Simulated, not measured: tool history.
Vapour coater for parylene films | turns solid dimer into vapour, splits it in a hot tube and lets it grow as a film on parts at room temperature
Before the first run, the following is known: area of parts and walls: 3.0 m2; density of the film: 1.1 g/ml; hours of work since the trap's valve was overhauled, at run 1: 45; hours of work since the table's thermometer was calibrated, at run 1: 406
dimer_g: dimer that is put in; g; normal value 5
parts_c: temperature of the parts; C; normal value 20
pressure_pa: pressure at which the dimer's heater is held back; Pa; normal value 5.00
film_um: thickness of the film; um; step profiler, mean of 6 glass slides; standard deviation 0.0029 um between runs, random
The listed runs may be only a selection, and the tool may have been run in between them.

run,hour,dimer_g,parts_c,pressure_pa,hours of work since the trap's valve was overhauled,hours of work since the table's thermometer was calibrated,film_um
1,0.0,5,20,5.00,45,406,0.773
2,19.4,5,20,4.20,56,416,0.786
3,42.5,5,20,4.20,68,429,0.791
4,58.3,5,20,4.20,77,437,0.777
5,72.6,6,20,5.00,84,445,0.919
6,91.7,6,20,5.00,95,455,0.918
7,108.3,6,20,5.00,104,464,0.915
8,130.9,7,20,5.00,116,477,1.069
9,149.1,7,20,5.00,126,486,1.070
10,160.0,4,20,5.00,132,492,0.605
11,184.8,4,20,5.00,145,506,0.613
12,199.0,5,20,5.00,153,513,0.753
13,221.5,5,13,5.00,165,526,1.012
14,246.5,5,13,5.00,179,539,1.008
15,260.3,5,13,5.00,186,547,1.007
16,280.1,5,20,5.00,197,557,0.755
17,292.5,5,20,5.00,204,564,0.753
18,306.5,5,20,5.00,211,572,0.752
19,324.5,5,20,5.00,221,581,0.756
20,342.2,5,20,5.00,231,591,0.750
21,354.5,5,20,5.00,237,598,0.752
22,377.8,4,17,6.78,250,610,0.654
23,394.6,5,25,10.07,259,619,0.560
24,406.0,5,15,8.14,265,626,0.866
# hour 414.4: gauge calibrated
25,429.6,3,20,11.50,278,638,0.426
26,441.7,3,20,11.50,284,645,0.420
27,454.9,3,20,11.50,292,652,0.418
28,474.6,2,25,5.00,302,663,0.249
29,485.7,5,22,5.62,308,669,0.698
30,510.7,5,15,5.62,322,682,0.928
31,535.0,5,20,2.60,335,695,0.824
32,547.4,5,20,2.60,342,702,0.817
33,571.3,4,29,3.16,355,715,0.446
34,584.4,4,29,3.16,362,722,0.445
35,604.4,7,13,6.59,373,733,1.370
36,627.6,5,20,5.00,385,746,0.759
37,650.9,5,20,5.00,398,758,0.759
38,663.4,6,30,10.74,405,765,0.556
39,680.9,6,30,10.74,414,775,0.552
40,702.5,6,30,10.74,426,786,0.548
41,715.1,6,30,10.74,433,793,0.552

Some steps in film_um between neighbouring runs. How much of each would the tool show without its hidden state too (settings, what came in, random variation), and how much is left for the hidden state, with any gauge scatter that isn't in both results?
Hidden state at play: vapour lost through the trap's worn valve, %; true temperature of the parts over the reading, C; drift of the gauge itself on film_um, %.
Run 9 -> 10: dimer_g 7 -> 4. film_um -0.465 um: hidden state +0.004, all else -0.469.
Run 23 -> 24: parts_c 25 -> 15, pressure_pa 10.07 -> 8.14. film_um +0.306 um: hidden state -0.009, all else +0.315.
Run 24 -> 25: dimer_g 5 -> 3, parts_c 15 -> 20, pressure_pa 8.14 -> 11.50, gauge calibrated. film_um -0.440 um: hidden state +0.024, all else -0.464.
Run 34 -> 35: dimer_g 4 -> 7, parts_c 29 -> 13, pressure_pa 3.16 -> 6.59. film_um +0.925 um: hidden state -0.013, all else +0.938.
Run 35 -> 36: dimer_g 7 -> 5, parts_c 13 -> 20, pressure_pa 6.59 -> 5.00. film_um -0.611 um: hidden state +0.007, all else -0.618.
